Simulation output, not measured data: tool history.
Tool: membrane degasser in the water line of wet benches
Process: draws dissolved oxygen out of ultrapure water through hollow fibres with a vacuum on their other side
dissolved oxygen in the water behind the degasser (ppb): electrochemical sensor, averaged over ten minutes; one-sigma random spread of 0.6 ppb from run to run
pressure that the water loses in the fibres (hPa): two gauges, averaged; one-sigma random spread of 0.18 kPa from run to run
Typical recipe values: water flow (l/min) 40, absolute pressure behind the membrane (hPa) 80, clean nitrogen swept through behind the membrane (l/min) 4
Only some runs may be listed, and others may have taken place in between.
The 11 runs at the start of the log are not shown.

| run | hour | water flow (l/min) | absolute pressure behind the membrane (hPa) | clean nitrogen swept through behind the membrane (l/min) | hours since the membrane was changed | hours since the vacuum gauge was calibrated | hours since the vacuum lines were made tight | dissolved oxygen in the water behind the degasser (ppb) | pressure that the water loses in the fibres (hPa) |
|---|---|---|---|---|---|---|---|---|---|
| 12 | 1960 | 40 | 67.7 | 4 | 3593 | 1960 | 5143 | 92.9 | 440 |
|  | 2022.6 | seals of the vacuum lines changed |
| 13 | 2167.9 | 40 | 67.7 | 4 | 3799 | 2166 | 145 | 92.7 | 440.9 |
| 14 | 2357.6 | 40 | 67.7 | 4 | 3989 | 2356 | 335 | 92.7 | 442.7 |
| 15 | 2532.7 | 40 | 65.2 | 4 | 4164 | 2531 | 510 | 87.5 | 440.3 |
| 16 | 2650.2 | 40 | 80 | 2.88 | 4282 | 2648 | 628 | 161.7 | 443.9 |
| 17 | 2801 | 40 | 68.2 | 1.71 | 4432 | 2799 | 778 | 197 | 438.5 |
|  | 2817.7 | vacuum gauge calibrated |
| 18 | 2923.7 | 39 | 76.3 | 3.25 | 4554 | 106 | 901 | 136 | 433.4 |
| 19 | 3129.9 | 31 | 180.2 | 5.6 | 4761 | 312 | 1107 | 202.9 | 342.5 |
| 20 | 3330.7 | 44 | 125.4 | 10.08 | 4961 | 513 | 1308 | 109.2 | 490.8 |
| 21 | 3574.1 | 44 | 125.4 | 10.08 | 5205 | 756 | 1551 | 109.4 | 489.1 |
| 22 | 3832.8 | 64 | 125.4 | 4.55 | 5464 | 1015 | 1810 | 323.1 | 715.7 |
|  | 3867.4 | vacuum gauge calibrated, once more |
| 23 | 4056.9 | 58 | 80 | 5.53 | 5687 | 190 | 2033 | 131.8 | 642.6 |
| 24 | 4187.3 | 46 | 170.1 | 3.64 | 5818 | 320 | 2164 | 396.9 | 513.4 |
| 25 | 4417.8 | 42 | 170.1 | 3.92 | 6048 | 550 | 2394 | 342.4 | 468.6 |
| 26 | 4574.9 | 28 | 115.6 | 7.09 | 6205 | 708 | 2551 | 82.5 | 314.6 |
| 27 | 4725.6 | 28 | 91.2 | 2.32 | 6356 | 858 | 2702 | 165.6 | 310.2 |
| 28 | 4858.4 | 28 | 91.2 | 2.32 | 6489 | 991 | 2835 | 165.8 | 315.4 |
| 29 | 4990.5 | 28 | 91.2 | 2.32 | 6621 | 1123 | 2967 | 167 | 315.3 |
| 30 | 5110.9 | 64 | 80 | 1.68 | 6741 | 1244 | 3087 | 380 | 719.2 |
| 31 | 5355.5 | 41 | 179.9 | 2.01 | 6986 | 1488 | 3332 | 636.7 | 461.1 |
| 32 | 5523.9 | 40 | 62.5 | 4 | 7154 | 1657 | 3500 | 79 | 453.5 |

Here are 3 independent what-if runs from the current tool condition. What would each one return?
| A | 5711.5 | 60 | 121.7 | 8.2 | 7342 | 1844 | 3688 | ? | ? |
| B | 5711.5 | 24 | 196.8 | 5.43 | 7342 | 1844 | 3688 | ? | ? |
| C | 5711.5 | 61 | 80 | 4.07 | 7342 | 1844 | 3688 | ? | ? |

| run | dissolved oxygen in the water behind the degasser (ppb) | pressure that the water loses in the fibres (hPa) |
|---|---|---|
| A | 174.5 | 681.1 |
| B | 178.5 | 272.5 |
| C | 183 | 685.7 |
Without the tool's unlogged condition, the same runs would have read:
| run | dissolved oxygen in the water behind the degasser (ppb) | pressure that the water loses in the fibres (hPa) |
|---|---|---|
| A | 167.4 | 647.6 |
| B | 174.3 | 259 |
| C | 174.8 | 651.8 |
